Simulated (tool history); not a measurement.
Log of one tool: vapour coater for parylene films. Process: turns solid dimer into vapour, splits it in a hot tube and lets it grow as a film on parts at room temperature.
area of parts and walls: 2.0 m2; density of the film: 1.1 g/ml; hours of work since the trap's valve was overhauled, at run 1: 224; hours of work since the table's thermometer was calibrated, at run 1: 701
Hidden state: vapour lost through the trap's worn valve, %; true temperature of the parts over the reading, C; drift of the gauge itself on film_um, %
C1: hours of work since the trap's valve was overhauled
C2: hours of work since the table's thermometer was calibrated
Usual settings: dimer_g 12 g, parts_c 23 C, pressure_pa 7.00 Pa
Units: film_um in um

Run 1, hour 0.0: usual settings; C1 224; C2 701. Result: film_um 3.03 um.
Run 2, hour 18.3: usual settings but dimer_g 7 g; C1 233; C2 710. Result: film_um 1.80 um.
Run 3, hour 40.7: usual settings but dimer_g 7 g; C1 243; C2 720. Result: film_um 1.71 um.
At hour 53.5: trap's valve overhauled.
Run 4, hour 81.7: usual settings but dimer_g 7 g; C1 13; C2 737. Result: film_um 1.84 um.
Run 5, hour 99.9: usual settings but parts_c 21 C; C1 21; C2 745. Result: film_um 3.54 um.
Run 6, hour 123.1: usual settings but dimer_g 6 g, parts_c 21 C; C1 32; C2 756. Result: film_um 1.78 um.
Run 7, hour 159.3: usual settings but dimer_g 6 g, parts_c 21 C; C1 49; C2 772. Result: film_um 1.75 um.
Run 8, hour 175.7: usual settings but dimer_g 6 g, parts_c 21 C; C1 56; C2 780. Result: film_um 1.74 um.
Run 9, hour 197.4: usual settings but pressure_pa 10.93 Pa; C1 66; C2 790. Result: film_um 2.92 um.
Run 10, hour 216.5: usual settings but pressure_pa 10.93 Pa; C1 75; C2 799. Result: film_um 2.93 um.
Run 11, hour 233.5: usual settings but parts_c 20 C; C1 83; C2 806. Result: film_um 3.67 um.
Run 12, hour 250.3: usual settings but parts_c 20 C; C1 90; C2 814. Result: film_um 3.59 um.
Run 13, hour 281.6: usual settings but parts_c 20 C; C1 105; C2 829. Result: film_um 3.58 um.
Run 14, hour 318.7: usual settings but parts_c 20 C; C1 122; C2 846. Result: film_um 3.59 um.
Run 15, hour 354.0: usual settings but pressure_pa 2.67 Pa; C1 138; C2 862. Result: film_um 3.75 um.
Run 16, hour 389.5: usual settings but pressure_pa 2.67 Pa; C1 154; C2 878. Result: film_um 3.74 um.
Run 17, hour 408.9: usual settings but pressure_pa 2.67 Pa; C1 163; C2 887. Result: film_um 3.67 um.
At hour 413.2: table's thermometer calibrated.
Run 18, hour 427.0: usual settings but parts_c 17 C, pressure_pa 9.16 Pa; C1 171; C2 6. Result: film_um 3.68 um.
Run 19, hour 447.1: usual settings but dimer_g 6 g, parts_c 21 C, pressure_pa 8.38 Pa; C1 180; C2 16. Result: film_um 1.56 um.
Run 20, hour 470.0: usual settings but dimer_g 6 g, parts_c 21 C, pressure_pa 8.38 Pa; C1 190; C2 26. Result: film_um 1.54 um.
Run 21, hour 489.3: usual settings but parts_c 25 C, pressure_pa 2.04 Pa; C1 199; C2 35. Result: film_um 3.51 um.
At hour 508.4: table's thermometer calibrated, once more.
Run 22, hour 525.0: usual settings but dimer_g 10 g, parts_c 31 C, pressure_pa 8.84 Pa; C1 215; C2 8. Result: film_um 1.64 um.
Run 23, hour 546.0: usual settings but dimer_g 13 g, parts_c 31 C, pressure_pa 8.84 Pa; C1 225; C2 17. Result: film_um 2.17 um.
Run 24, hour 574.7: usual settings but dimer_g 19 g, parts_c 33 C, pressure_pa 9.47 Pa; C1 238; C2 30. Result: film_um 2.85 um.
At hour 597.7: trap's valve overhauled.
Run 25, hour 610.6: usual settings but dimer_g 19 g, parts_c 28 C, pressure_pa 9.47 Pa; C1 6; C2 45. Result: film_um 3.98 um.
Run 26, hour 645.3: usual settings but dimer_g 7 g, parts_c 32 C, pressure_pa 2.20 Pa; C1 22; C2 61. Result: film_um 1.62 um.
Run 27, hour 661.7: usual settings but dimer_g 7 g, parts_c 32 C, pressure_pa 2.20 Pa; C1 29; C2 68. Result: film_um 1.61 um.
Run 28, hour 694.0: usual settings but dimer_g 16 g, parts_c 27 C, pressure_pa 2.86 Pa; C1 44; C2 83. Result: film_um 4.34 um.
Run 29, hour 710.3: usual settings but parts_c 22 C, pressure_pa 4.31 Pa; C1 52; C2 91. Result: film_um 3.68 um.
Run 30, hour 749.0: usual settings but parts_c 22 C, pressure_pa 4.31 Pa; C1 69; C2 108. Result: film_um 3.75 um.
Run 31, hour 772.3: usual settings but parts_c 22 C, pressure_pa 4.31 Pa; C1 80; C2 119. Result: film_um 3.69 um.
Run 32, hour 796.6: usual settings but parts_c 22 C, pressure_pa 4.31 Pa; C1 91; C2 130. Result: film_um 3.63 um.

How the hidden state differs across the entries between the runs, from the last listed run before each to the first after it:
Between runs 3 and 4: trap's valve overhauled (hour 53.5)
  vapour lost through the trap's worn valve, %: 10 -> 0.7; true temperature of the parts over the reading, C: 0.24 -> 0.25
  measured less the result without the state, film_um: -0.22 -> -0.03 um
Between runs 17 and 18: table's thermometer calibrated (hour 413.2)
  vapour lost through the trap's worn valve, %: 7 -> 7.3; true temperature of the parts over the reading, C: 0.32 -> 0.43
  measured less the result without the state, film_um: -0.34 -> -0.37 um
Between runs 21 and 22: table's thermometer calibrated, once more (hour 508.4)
  vapour lost through the trap's worn valve, %: 8.5 -> 9.1; true temperature of the parts over the reading, C: 0.45 -> -0.09
  measured less the result without the state, film_um: -0.40 -> -0.16 um
Between runs 24 and 25: trap's valve overhauled (hour 597.7)
  vapour lost through the trap's worn valve, %: 10.1 -> 1
  measured less the result without the state, film_um: -0.31 -> -0.03 um

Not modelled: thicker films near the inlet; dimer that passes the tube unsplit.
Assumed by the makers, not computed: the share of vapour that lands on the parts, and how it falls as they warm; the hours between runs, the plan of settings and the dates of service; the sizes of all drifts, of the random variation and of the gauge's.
